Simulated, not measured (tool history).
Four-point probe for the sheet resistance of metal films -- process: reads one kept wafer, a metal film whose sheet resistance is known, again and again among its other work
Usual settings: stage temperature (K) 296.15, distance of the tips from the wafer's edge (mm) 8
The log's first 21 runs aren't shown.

run    hour  stage temperature (K)  distance of the tips from the wafer's edge (mm)  sheet resistance as the instrument gives it (ohm/square)
 22  1681.3                 296.15                                               38                                                  0.699829
 23  1759.6                 294.15                                               22                                                  0.700768
 24  1868.6                 298.15                                               47                                                  0.700646
 25  1936.6                 308.15                                               11                                                  0.705584
 26  2046.5                 308.15                                               11                                                  0.705784
 27  2114.8                 302.15                                               10                                                  0.706607
 28  2204.4                 302.15                                               10                                                  0.706899
 29  2268.8                 304.15                                                5                                                  0.724273
 30  2329.8                 304.15                                                5                                                  0.724362
 31  2393.1                 304.15                                                5                                                  0.724848
 32  2457.3                 304.15                                                5                                                  0.724963
 33  2561.7                 294.15                                               44                                                  0.700986
 34  2659.9                 298.15                                               29                                                  0.701934
 35  2712.1                 298.15                                               29                                                  0.701746
 36  2815.4                 301.15                                               52                                                   0.70177

Forecast run 37:
 37  2871.4                 293.15                                                3                                                         ?

sheet resistance as the instrument gives it (ohm/square): 0.76265
The same run, on a tool lacking any hidden state, would have yielded sheet resistance as the instrument gives it (ohm/square) 0.762147.

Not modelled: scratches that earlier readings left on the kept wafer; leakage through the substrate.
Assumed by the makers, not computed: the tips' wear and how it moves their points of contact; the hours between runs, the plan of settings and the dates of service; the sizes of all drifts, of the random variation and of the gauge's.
